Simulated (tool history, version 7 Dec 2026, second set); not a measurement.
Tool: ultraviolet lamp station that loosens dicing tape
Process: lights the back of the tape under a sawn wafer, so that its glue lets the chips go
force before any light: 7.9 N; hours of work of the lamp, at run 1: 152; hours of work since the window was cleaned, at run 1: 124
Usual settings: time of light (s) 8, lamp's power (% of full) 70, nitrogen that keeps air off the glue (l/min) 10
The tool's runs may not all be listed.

| run | hour | time of light (s) | lamp's power (% of full) | nitrogen that keeps air off the glue (l/min) | hours of work of the lamp | hours of work since the window was cleaned | force that peels the tape off (N) | light that reached the tape (mJ/cm2) |
|---|---|---|---|---|---|---|---|---|
| 1 | 0.0 | 8 | 70 | 10 | 152 | 124 | 0.762 | 200 |
| 2 | 14.9 | 8 | 70 | 10 | 161 | 133 | 0.782 | 200 |
| 3 | 24.7 | 8 | 70 | 10 | 168 | 139 | 0.827 | 199 |
| 4 | 37.3 | 8 | 70 | 10 | 176 | 147 | 0.782 | 195 |
| 5 | 54.9 | 8 | 70 | 10 | 187 | 159 | 0.791 | 195 |
| 6 | 68.2 | 8 | 70 | 10 | 195 | 167 | 0.847 | 191 |
| 7 | 80.0 | 10 | 70 | 10 | 203 | 175 | 0.541 | 241 |
| 8 | 95.5 | 8 | 62 | 10 | 213 | 185 | 1.061 | 169 |
| 9 | 117.3 | 8 | 63 | 10 | 227 | 199 | 1.042 | 168 |
| 10 | 128.8 | 8 | 70 | 16 | 234 | 206 | 0.681 | 190 |
| 11 | 146.2 | 5 | 70 | 10 | 245 | 217 | 1.966 | 119 |

Measured less the same run without the tool's hidden state. The same run-to-run variation is in both; the gauge's scatter may not be:
The hidden state here: lamp's light, % of a new lamp's; light that the window lets through, % of a clean one's; drift of the gauge itself on peel_n, %; drift of the gauge itself on dose_mj_cm2, %.
| run | force that peels the tape off (N) | light that reached the tape (mJ/cm2) |
|---|---|---|
| 1 | +0.160 | -25 |
| 2 | +0.173 | -27 |
| 3 | +0.187 | -27 |
| 4 | +0.184 | -29 |
| 5 | +0.195 | -30 |
| 6 | +0.216 | -31 |
| 7 | +0.143 | -40 |
| 8 | +0.281 | -30 |
| 9 | +0.289 | -33 |
| 10 | +0.204 | -37 |
| 11 | +0.472 | -24 |
